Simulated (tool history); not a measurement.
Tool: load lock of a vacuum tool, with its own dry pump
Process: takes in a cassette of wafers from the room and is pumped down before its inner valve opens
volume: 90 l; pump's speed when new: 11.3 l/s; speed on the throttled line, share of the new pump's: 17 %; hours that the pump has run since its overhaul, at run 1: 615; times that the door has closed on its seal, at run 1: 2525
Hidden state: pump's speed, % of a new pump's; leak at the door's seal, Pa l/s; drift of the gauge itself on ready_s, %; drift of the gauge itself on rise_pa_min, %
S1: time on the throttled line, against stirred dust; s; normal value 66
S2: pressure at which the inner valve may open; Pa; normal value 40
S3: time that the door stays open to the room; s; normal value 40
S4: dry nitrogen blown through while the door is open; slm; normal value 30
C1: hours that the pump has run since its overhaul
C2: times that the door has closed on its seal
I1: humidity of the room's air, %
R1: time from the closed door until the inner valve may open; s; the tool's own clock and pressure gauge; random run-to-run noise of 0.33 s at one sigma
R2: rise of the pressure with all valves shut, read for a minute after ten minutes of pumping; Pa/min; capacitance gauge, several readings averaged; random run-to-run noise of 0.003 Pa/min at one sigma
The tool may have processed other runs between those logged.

Run 1, day 0.000: usual settings; C1 615; C2 2525; I1 44.3. Result: R1 117.7 s, R2 0.024 Pa/min.
Run 2, day 2.821: usual settings but S2 34 Pa; C1 683; C2 2698; I1 43.8. Result: R1 118.6 s, R2 0.036 Pa/min.
Run 3, day 6.467: usual settings but S2 63 Pa; C1 771; C2 2922; I1 43.1. Result: R1 113.2 s, R2 0.027 Pa/min.
Run 4, day 9.725: usual settings; C1 849; C2 3122; I1 48.5. Result: R1 117.2 s, R2 0.034 Pa/min.
Run 5, day 13.100: usual settings but S1 75 s; C1 930; C2 3329; I1 49.1. Result: R1 124.8 s, R2 0.035 Pa/min.
Run 6, day 17.612: usual settings but S1 75 s; C1 1038; C2 3606; I1 45.9. Result: R1 125.0 s, R2 0.032 Pa/min.
Run 7, day 22.758: usual settings; C1 1161; C2 3922; I1 44.6. Result: R1 117.8 s, R2 0.035 Pa/min.
Run 8, day 26.808: usual settings; C1 1259; C2 4170; I1 42.6. Result: R1 117.5 s, R2 0.034 Pa/min.
Run 9, day 31.175: usual settings; C1 1364; C2 4438; I1 50.0. Result: R1 117.6 s, R2 0.033 Pa/min.
Run 10, day 34.171: usual settings; C1 1435; C2 4622; I1 46.5. Result: R1 118.2 s, R2 0.041 Pa/min.
Run 11, day 39.038: usual settings but S2 45 Pa, S4 4 slm; C1 1552; C2 4921; I1 43.4. Result: R1 117.1 s, R2 0.054 Pa/min.
Run 12, day 43.558: usual settings but S2 45 Pa, S4 4 slm; C1 1661; C2 5198; I1 44.9. Result: R1 116.7 s, R2 0.059 Pa/min.
Run 13, day 47.833: usual settings but S1 98 s, S4 31 slm; C1 1763; C2 5461; I1 47.9. Result: R1 144.7 s, R2 0.038 Pa/min.
Run 14, day 52.900: usual settings but S2 39 Pa; C1 1885; C2 5771; I1 42.8. Result: R1 117.9 s, R2 0.039 Pa/min.
Run 15, day 56.483: usual settings but S2 39 Pa; C1 1971; C2 5991; I1 43.8. Result: R1 118.0 s, R2 0.043 Pa/min.
Run 16, day 61.112: usual settings but S1 92 s, S2 78 Pa, S3 207 s, S4 8 slm; C1 2082; C2 6275; I1 42.9. Result: R1 133.6 s, R2 0.115 Pa/min.
Run 17, day 65.467: usual settings but S1 112 s, S2 78 Pa, S3 25 s, S4 23 slm; C1 2187; C2 6543; I1 45.2. Result: R1 151.2 s, R2 0.039 Pa/min.
Run 18, day 68.821: usual settings but S1 112 s, S2 78 Pa, S3 25 s, S4 23 slm; C1 2267; C2 6749; I1 49.2. Result: R1 150.2 s, R2 0.044 Pa/min.

For run 19, what comes out?
Run 19, day 71.962: usual settings but S1 112 s, S2 78 Pa, S3 25 s, S4 23 slm; C1 2342; C2 6941; I1 44.7. Result: R1 ?, R2 ?.

Run 19 produced R1 150.8 s, R2 0.042 Pa/min.
Take away the tool's hidden state, keep the run-to-run variation as it was, and the same run would have given R1 150.2 s, R2 0.017 Pa/min.
